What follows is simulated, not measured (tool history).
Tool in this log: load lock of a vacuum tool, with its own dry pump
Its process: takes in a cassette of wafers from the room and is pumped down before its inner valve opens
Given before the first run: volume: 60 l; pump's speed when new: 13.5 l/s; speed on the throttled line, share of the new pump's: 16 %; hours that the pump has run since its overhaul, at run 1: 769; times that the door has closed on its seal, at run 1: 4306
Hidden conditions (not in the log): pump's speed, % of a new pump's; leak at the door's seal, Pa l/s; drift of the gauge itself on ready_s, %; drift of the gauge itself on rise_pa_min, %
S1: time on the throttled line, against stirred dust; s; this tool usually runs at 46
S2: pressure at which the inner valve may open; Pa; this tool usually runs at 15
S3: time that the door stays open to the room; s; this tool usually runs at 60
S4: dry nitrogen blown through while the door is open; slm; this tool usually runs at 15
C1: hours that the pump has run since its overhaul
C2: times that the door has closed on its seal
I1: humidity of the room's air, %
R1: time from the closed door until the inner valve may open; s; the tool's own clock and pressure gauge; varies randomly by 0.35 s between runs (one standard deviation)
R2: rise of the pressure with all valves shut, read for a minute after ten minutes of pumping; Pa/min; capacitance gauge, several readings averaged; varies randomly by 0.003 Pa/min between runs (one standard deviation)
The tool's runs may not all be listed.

{"run": 1, "hour": 0.0, "S1": 46, "S2": 15, "S3": 60, "S4": 15, "C1": 769, "C2": 4306, "I1": 45.7, "R1": 78.8, "R2": 0.07}
{"run": 2, "hour": 94.2, "S1": 46, "S2": 15, "S3": 60, "S4": 15, "C1": 863, "C2": 4737, "I1": 46.3, "R1": 78.8, "R2": 0.073}
{"run": 3, "hour": 209.0, "S1": 46, "S2": 15, "S3": 60, "S4": 15, "C1": 978, "C2": 5263, "I1": 42.3, "R1": 78.9, "R2": 0.068}
{"run": 4, "hour": 331.3, "S1": 74, "S2": 15, "S3": 60, "S4": 15, "C1": 1100, "C2": 5822, "I1": 45.6, "R1": 102.4, "R2": 0.078}
{"run": 5, "hour": 392.9, "S1": 45, "S2": 15, "S3": 60, "S4": 15, "C1": 1162, "C2": 6104, "I1": 44.2, "R1": 78.4, "R2": 0.073}
{"run": 6, "hour": 444.8, "S1": 45, "S2": 15, "S3": 60, "S4": 15, "C1": 1214, "C2": 6342, "I1": 43.9, "R1": 78.2, "R2": 0.079}
{"run": 7, "hour": 517.0, "S1": 46, "S2": 15, "S3": 60, "S4": 15, "C1": 1286, "C2": 6672, "I1": 46.8, "R1": 78.8, "R2": 0.077}
{"run": 8, "hour": 608.5, "S1": 46, "S2": 15, "S3": 26, "S4": 15, "C1": 1377, "C2": 7091, "I1": 48.1, "R1": 78.8, "R2": 0.062}
{"run": 9, "hour": 715.9, "S1": 46, "S2": 15, "S3": 26, "S4": 15, "C1": 1485, "C2": 7582, "I1": 44.1, "R1": 79.1, "R2": 0.054}
{"run": 10, "hour": 789.9, "S1": 46, "S2": 15, "S3": 26, "S4": 15, "C1": 1559, "C2": 7920, "I1": 45.6, "R1": 78.9, "R2": 0.06}
{"run": 11, "hour": 866.4, "S1": 46, "S2": 15, "S3": 26, "S4": 15, "C1": 1635, "C2": 8270, "I1": 42.1, "R1": 78.3, "R2": 0.062}
{"run": 12, "hour": 957.8, "S1": 46, "S2": 15, "S3": 26, "S4": 15, "C1": 1727, "C2": 8689, "I1": 40.9, "R1": 78.8, "R2": 0.064}
{"run": 13, "hour": 1046.9, "S1": 46, "S2": 15, "S3": 26, "S4": 34, "C1": 1816, "C2": 9096, "I1": 42.5, "R1": 79.3, "R2": 0.06}
{"run": 14, "hour": 1174.7, "S1": 46, "S2": 15, "S3": 26, "S4": 34, "C1": 1943, "C2": 9681, "I1": 47.2, "R1": 79.1, "R2": 0.068}
{"run": 15, "hour": 1265.6, "S1": 65, "S2": 11, "S3": 26, "S4": 34, "C1": 2034, "C2": 10097, "I1": 42.7, "R1": 97.1, "R2": 0.067}
{"run": 16, "hour": 1352.0, "S1": 46, "S2": 20, "S3": 60, "S4": 10, "C1": 2121, "C2": 10492, "I1": 45.7, "R1": 77.8, "R2": 0.105}
{"run": 17, "hour": 1460.3, "S1": 46, "S2": 13, "S3": 60, "S4": 10, "C1": 2229, "C2": 10987, "I1": 48.6, "R1": 79.6, "R2": 0.114}
{"run": 18, "hour": 1545.9, "S1": 46, "S2": 13, "S3": 60, "S4": 10, "C1": 2315, "C2": 11379, "I1": 44.6, "R1": 80.8, "R2": 0.116}
{"run": 19, "hour": 1667.0, "S1": 46, "S2": 22, "S3": 60, "S4": 40, "C1": 2436, "C2": 11933, "I1": 49.4, "R1": 77.7, "R2": 0.096}
{"run": 20, "hour": 1784.9, "S1": 46, "S2": 22, "S3": 60, "S4": 40, "C1": 2554, "C2": 12473, "I1": 42.3, "R1": 77.2, "R2": 0.092}
{"run": 21, "hour": 1861.9, "S1": 46, "S2": 22, "S3": 60, "S4": 40, "C1": 2631, "C2": 12825, "I1": 41.5, "R1": 77.8, "R2": 0.1}
{"run": 22, "hour": 1988.5, "S1": 46, "S2": 13, "S3": 60, "S4": 7, "C1": 2757, "C2": 13404, "I1": 41.8, "R1": 79.7, "R2": 0.128}
{"run": 23, "hour": 2084.4, "S1": 46, "S2": 23, "S3": 29, "S4": 15, "C1": 2853, "C2": 13843, "I1": 44.2, "R1": 77.4, "R2": 0.104}
{"run": 24, "hour": 2188.9, "S1": 35, "S2": 16, "S3": 48, "S4": 11, "C1": 2958, "C2": 14321, "I1": 48.5, "R1": 70.1, "R2": 0.127}
{"run": 25, "hour": 2313.6, "S1": 33, "S2": 15, "S3": 28, "S4": 15, "C1": 3082, "C2": 14892, "I1": 39.9, "R1": 69.3, "R2": 0.113}

Forecast each of these 4 alternatives for the next run:
{"run": "A", "hour": 2420.6, "S1": 35, "S2": 15, "S3": 84, "S4": 15, "C1": 3189, "C2": 15381, "I1": 47.3, "R1": "?", "R2": "?"}
{"run": "B", "hour": 2420.6, "S1": 57, "S2": 15, "S3": 28, "S4": 15, "C1": 3189, "C2": 15381, "I1": 46.0, "R1": "?", "R2": "?"}
{"run": "C", "hour": 2420.6, "S1": 25, "S2": 15, "S3": 89, "S4": 34, "C1": 3189, "C2": 15381, "I1": 46.7, "R1": "?", "R2": "?"}
{"run": "D", "hour": 2420.6, "S1": 52, "S2": 15, "S3": 29, "S4": 10, "C1": 3189, "C2": 15381, "I1": 45.4, "R1": "?", "R2": "?"}

run=A R1=70.8 R2=0.158
run=B R1=89.0 R2=0.120
run=C R1=62.2 R2=0.149
run=D R1=84.6 R2=0.128
Take away the tool's hidden state, keep each run's random variation, and the runs would have read:
run=A R1=69.3 R2=0.067
run=B R1=87.6 R2=0.028
run=C R1=60.5 R2=0.056
run=D R1=83.1 R2=0.036
